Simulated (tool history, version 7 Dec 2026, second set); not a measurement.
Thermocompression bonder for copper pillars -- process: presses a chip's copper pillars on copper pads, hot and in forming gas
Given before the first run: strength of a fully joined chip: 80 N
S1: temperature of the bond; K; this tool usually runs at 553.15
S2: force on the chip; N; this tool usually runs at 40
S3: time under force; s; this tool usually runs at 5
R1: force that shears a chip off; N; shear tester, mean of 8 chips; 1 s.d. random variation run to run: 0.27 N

Run 1, day 0: usual settings. Result: R1 44.3 N.
Run 2, day 1.842: usual settings. Result: R1 43.8 N.
Run 3, day 2.833: usual settings. Result: R1 44.3 N.
At day 4.508: forming gas filter changed.
Run 4, day 4.675: usual settings. Result: R1 45.2 N.
Run 5, day 7.029: usual settings. Result: R1 45.9 N.
Run 6, day 9.471: usual settings. Result: R1 45.9 N.
Run 7, day 10.654: usual settings. Result: R1 46.4 N.
Run 8, day 12.717: usual settings but S3 3 s. Result: R1 38.4 N.
Run 9, day 14.317: usual settings but S3 3 s. Result: R1 38.7 N.
Run 10, day 16.162: usual settings but S3 13 s. Result: R1 59 N.
Run 11, day 17.204: usual settings but S3 3 s. Result: R1 39 N.
Run 12, day 18.267: usual settings but S3 3 s. Result: R1 39.5 N.
Run 13, day 19.658: usual settings but S3 3 s. Result: R1 38.5 N.
Run 14, day 20.975: usual settings but S1 548.15 K, S2 38 N, S3 10 s. Result: R1 52 N.
Run 15, day 23.208: usual settings but S1 569.15 K. Result: R1 54.3 N.
Run 16, day 24.717: usual settings but S1 567.15 K, S2 60 N, S3 15 s. Result: R1 75.6 N.
Run 17, day 26.558: usual settings but S1 533.15 K, S2 31 N. Result: R1 27.7 N.
Run 18, day 28.088: usual settings but S1 552.15 K, S2 43 N, S3 3 s. Result: R1 41.1 N.
At day 29.129: forming gas filter changed.
Run 19, day 29.179: usual settings but S2 56 N. Result: R1 61.7 N.
Run 20, day 31.171: usual settings but S1 536.15 K, S3 11 s. Result: R1 50.9 N.
At day 31.6: force cell calibrated.
Run 21, day 32.4: usual settings but S1 554.15 K, S3 7 s. Result: R1 50.5 N.
Run 22, day 33.408: usual settings but S1 554.15 K, S3 7 s. Result: R1 50.9 N.
Run 23, day 35.35: usual settings but S1 554.15 K, S3 7 s. Result: R1 50.8 N.
Run 24, day 36.517: usual settings but S1 554.15 K, S3 7 s. Result: R1 51.3 N.
Run 25, day 37.546: usual settings but S1 554.15 K, S3 4 s. Result: R1 42.6 N.

Branching from run 25: 5 alternative next runs. What would each branch give?
Run A, day 39.083: usual settings but S2 35 N, S3 7 s. Result: R1 ?.
Run B, day 39.083: usual settings but S1 554.15 K, S2 28 N, S3 6 s. Result: R1 ?.
Run C, day 39.083: usual settings but S2 25 N. Result: R1 ?.
Run D, day 39.083: usual settings but S1 554.15 K, S2 26 N, S3 4 s. Result: R1 ?.
Run E, day 39.083: usual settings but S1 533.15 K, S2 39 N, S3 4 s. Result: R1 ?.

run    R1
  A  45.4
  B  34.4
  C  27.7
  D  27.1
  E  32.6
With no hidden state in the tool, these same runs would have given:
run    R1
  A    41
  B  30.5
  C  24.3
  D  23.9
  E  28.5

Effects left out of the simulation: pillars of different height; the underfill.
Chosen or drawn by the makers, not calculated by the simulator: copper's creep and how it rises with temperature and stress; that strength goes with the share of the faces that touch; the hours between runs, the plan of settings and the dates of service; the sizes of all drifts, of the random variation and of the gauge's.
